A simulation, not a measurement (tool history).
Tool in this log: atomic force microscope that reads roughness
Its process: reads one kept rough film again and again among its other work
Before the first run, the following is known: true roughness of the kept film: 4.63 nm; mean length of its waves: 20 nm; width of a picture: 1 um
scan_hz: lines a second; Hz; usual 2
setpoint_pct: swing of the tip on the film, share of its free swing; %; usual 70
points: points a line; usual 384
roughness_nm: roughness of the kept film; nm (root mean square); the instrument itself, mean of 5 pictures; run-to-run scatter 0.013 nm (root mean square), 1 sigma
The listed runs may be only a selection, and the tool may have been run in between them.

run,hour,scan_hz,setpoint_pct,points,roughness_nm
1,0,2,70,384,2.599
2,8,2,70,384,2.565
3,20.7,2,70,384,2.498
4,26.7,2,70,384,2.46
5,39.6,2.37,70,384,2.362
6,52.2,2.37,70,384,2.298
7,62.4,2,70,294,2.276
8,76.2,2,70,294,2.208
9,84,2,70,622,2.217
10,97.4,2,70,384,2.152
11,105.1,2,70,384,2.123
12,113.4,2,70,384,2.079
13,121.5,2,63,384,2.127
14,135.6,0.51,63,384,2.175
15,146.4,1.37,70,384,2.036
16,160.3,3.41,70,384,1.809
17,167,2,70,384,1.896
18,177.4,2,70,384,1.875
19,189.6,2,84,384,1.671
20,200.2,2,90,278,1.538
21,208.8,3.72,70,321,1.638
22,218.7,2,70,384,1.764
23,224.8,0.61,81,384,1.814
24,231,0.61,81,384,1.829
# hour 232.6: new tip fitted
25,238.4,3.64,81,289,2.454
26,246.2,0.61,79,289,3.038
27,260.5,1.25,86,384,2.749
28,270.8,1.25,86,384,2.667
29,283.6,0.6,70,384,2.882
30,296.8,2,70,274,2.566
31,303.9,2,86,311,2.29
32,311.3,2,58,311,2.63
33,319.7,2.37,58,384,2.594
34,328,2,80,280,2.277
35,339.7,2.29,79,280,2.178
36,348.7,0.64,73,564,2.51
37,362.1,2,56,280,2.383
38,374.6,1.03,79,545,2.279

Each row is a separate what-if for the run after 38, all from the same tool condition, not one after another. Results?
A,389.2,2,70,961,?
B,389.2,0.74,63,545,?
C,389.2,1.52,69,366,?
D,389.2,2,63,374,?
E,389.2,0.8,79,545,?

run,roughness_nm
A,2.204
B,2.334
C,2.212
D,2.235
E,2.249
With no hidden state in the tool, these same runs would have given:
run,roughness_nm
A,3.191
B,3.382
C,3.205
D,3.24
E,3.262

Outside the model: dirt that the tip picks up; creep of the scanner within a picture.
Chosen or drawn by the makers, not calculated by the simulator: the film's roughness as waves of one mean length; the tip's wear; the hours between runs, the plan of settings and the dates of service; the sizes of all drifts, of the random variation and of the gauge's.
